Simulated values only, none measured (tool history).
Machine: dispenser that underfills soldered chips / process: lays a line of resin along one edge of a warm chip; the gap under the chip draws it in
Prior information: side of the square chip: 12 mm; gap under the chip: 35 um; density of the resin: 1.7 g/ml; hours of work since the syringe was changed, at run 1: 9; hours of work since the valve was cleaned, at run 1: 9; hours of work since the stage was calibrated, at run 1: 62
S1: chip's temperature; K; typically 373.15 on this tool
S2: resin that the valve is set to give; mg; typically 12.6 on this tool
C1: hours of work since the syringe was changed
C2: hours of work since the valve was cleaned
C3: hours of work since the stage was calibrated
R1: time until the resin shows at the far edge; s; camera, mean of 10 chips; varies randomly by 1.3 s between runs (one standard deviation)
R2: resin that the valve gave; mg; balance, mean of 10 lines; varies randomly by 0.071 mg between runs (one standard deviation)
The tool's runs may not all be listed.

run 1 hour=0.0 | S1=373.15 S2=12.6 | C1=9 C2=9 C3=62 | R1=266.7 R2=12.51
-- hour=3.1 new syringe of resin
run 2 hour=13.0 | S1=372.15 S2=12.6 | C1=7 C2=17 C3=71 | R1=235.2 R2=12.59
-- hour=18.8 new syringe of resin
run 3 hour=25.4 | S1=372.15 S2=12.6 | C1=5 C2=26 C3=79 | R1=192.3 R2=12.55
-- hour=34.4 new syringe of resin
run 4 hour=37.2 | S1=373.15 S2=12.2 | C1=2 C2=34 C3=87 | R1=153.5 R2=12.14
run 5 hour=48.1 | S1=373.15 S2=12.2 | C1=9 C2=41 C3=95 | R1=280.3 R2=11.89
-- hour=50.2 new syringe of resin
run 6 hour=60.4 | S1=373.15 S2=12.2 | C1=7 C2=49 C3=103 | R1=228.1 R2=12.13
-- hour=65.7 new syringe of resin
run 7 hour=71.1 | S1=368.15 S2=13.9 | C1=4 C2=57 C3=110 | R1=207.0 R2=13.84
run 8 hour=79.9 | S1=368.15 S2=13.9 | C1=10 C2=63 C3=116 | R1=334.7 R2=13.60
-- hour=81.2 new syringe of resin
run 9 hour=87.1 | S1=364.15 S2=13.5 | C1=4 C2=67 C3=121 | R1=251.4 R2=13.23
-- hour=97.1 new syringe of resin
run 10 hour=100.1 | S1=364.15 S2=13.5 | C1=2 C2=76 C3=130 | R1=210.5 R2=13.26
run 11 hour=110.4 | S1=384.15 S2=13.6 | C1=9 C2=83 C3=137 | R1=187.0 R2=13.33
-- hour=112.6 new syringe of resin
run 12 hour=125.5 | S1=373.15 S2=12.9 | C1=9 C2=94 C3=147 | R1=270.0 R2=12.56

Below are 5 alternative next runs, each starting from the tool's condition after run 12. Predict each:
-- hour=128.6 new syringe of resin
run A hour=133.8 | S1=373.15 S2=15.1 | C1=4 C2=99 C3=153 | R1=? R2=?
-- hour=128.6 new syringe of resin
run B hour=133.8 | S1=370.15 S2=12.9 | C1=4 C2=99 C3=153 | R1=? R2=?
-- hour=128.6 new syringe of resin
run C hour=133.8 | S1=369.15 S2=14.0 | C1=4 C2=99 C3=153 | R1=? R2=?
-- hour=128.6 new syringe of resin
run D hour=133.8 | S1=376.15 S2=11.2 | C1=4 C2=99 C3=153 | R1=? R2=?
-- hour=128.6 new syringe of resin
run E hour=133.8 | S1=361.15 S2=14.0 | C1=4 C2=99 C3=153 | R1=? R2=?

run=A R1=177.3 R2=14.72
run=B R1=195.6 R2=12.47
run=C R1=200.4 R2=13.71
run=D R1=166.9 R2=10.78
run=E R1=264.2 R2=13.54
Stripped of hidden state, with their random variation kept, the same runs would have yielded:
run=A R1=126.3 R2=15.16
run=B R1=138.8 R2=12.84
run=C R1=142.3 R2=14.12
run=D R1=118.2 R2=11.10
run=E R1=187.3 R2=13.95
